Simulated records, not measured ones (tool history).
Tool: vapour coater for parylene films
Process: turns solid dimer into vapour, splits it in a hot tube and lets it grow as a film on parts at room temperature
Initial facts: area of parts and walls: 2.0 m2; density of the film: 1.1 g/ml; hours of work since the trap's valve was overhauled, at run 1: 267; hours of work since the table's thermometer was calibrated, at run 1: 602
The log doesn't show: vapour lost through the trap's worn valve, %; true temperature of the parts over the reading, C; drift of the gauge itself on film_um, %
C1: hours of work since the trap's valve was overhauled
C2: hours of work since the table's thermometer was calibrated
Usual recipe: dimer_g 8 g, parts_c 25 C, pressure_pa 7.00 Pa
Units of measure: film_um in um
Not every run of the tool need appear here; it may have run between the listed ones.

run 1 hour=0.0 | dimer_g=8 parts_c=25 pressure_pa=7.00 | C1=267 C2=602 | film_um=2.09
run 2 hour=77.5 | dimer_g=8 parts_c=25 pressure_pa=7.00 | C1=329 C2=663 | film_um=2.06
run 3 hour=126.6 | dimer_g=8 parts_c=25 pressure_pa=7.00 | C1=368 C2=702 | film_um=2.07
-- hour=161.2 trap's valve overhauled
run 4 hour=176.5 | dimer_g=8 parts_c=25 pressure_pa=7.00 | C1=12 C2=739 | film_um=2.23
run 5 hour=212.5 | dimer_g=8 parts_c=25 pressure_pa=7.00 | C1=41 C2=767 | film_um=2.22
run 6 hour=293.7 | dimer_g=8 parts_c=25 pressure_pa=7.00 | C1=105 C2=832 | film_um=2.20
run 7 hour=346.7 | dimer_g=8 parts_c=25 pressure_pa=7.00 | C1=147 C2=874 | film_um=2.17
run 8 hour=407.9 | dimer_g=8 parts_c=25 pressure_pa=3.57 | C1=196 C2=922 | film_um=2.31
run 9 hour=457.9 | dimer_g=8 parts_c=25 pressure_pa=3.57 | C1=235 C2=962 | film_um=2.25
run 10 hour=502.4 | dimer_g=8 parts_c=25 pressure_pa=7.00 | C1=271 C2=997 | film_um=2.09
run 11 hour=538.9 | dimer_g=8 parts_c=25 pressure_pa=7.00 | C1=300 C2=1026 | film_um=2.10
run 12 hour=589.5 | dimer_g=8 parts_c=25 pressure_pa=7.00 | C1=340 C2=1066 | film_um=2.06
run 13 hour=642.7 | dimer_g=9 parts_c=18 pressure_pa=7.00 | C1=382 C2=1108 | film_um=2.61
-- hour=664.8 trap's valve overhauled
run 14 hour=688.0 | dimer_g=9 parts_c=22 pressure_pa=3.02 | C1=18 C2=1141 | film_um=2.86
run 15 hour=748.5 | dimer_g=4 parts_c=33 pressure_pa=2.33 | C1=66 C2=1189 | film_um=1.05
run 16 hour=813.6 | dimer_g=4 parts_c=33 pressure_pa=2.33 | C1=118 C2=1241 | film_um=1.03
-- hour=828.6 table's thermometer calibrated
run 17 hour=877.9 | dimer_g=9 parts_c=33 pressure_pa=11.40 | C1=168 C2=39 | film_um=2.05

Run 18 has not been measured yet. What should we expect?
run 18 hour=920.6 | dimer_g=9 parts_c=37 pressure_pa=8.34 | C1=202 C2=73 | film_um=?

Run 18 measured film_um 1.97 um.
With no hidden state in the tool, this same run would have given film_um 2.08 um.
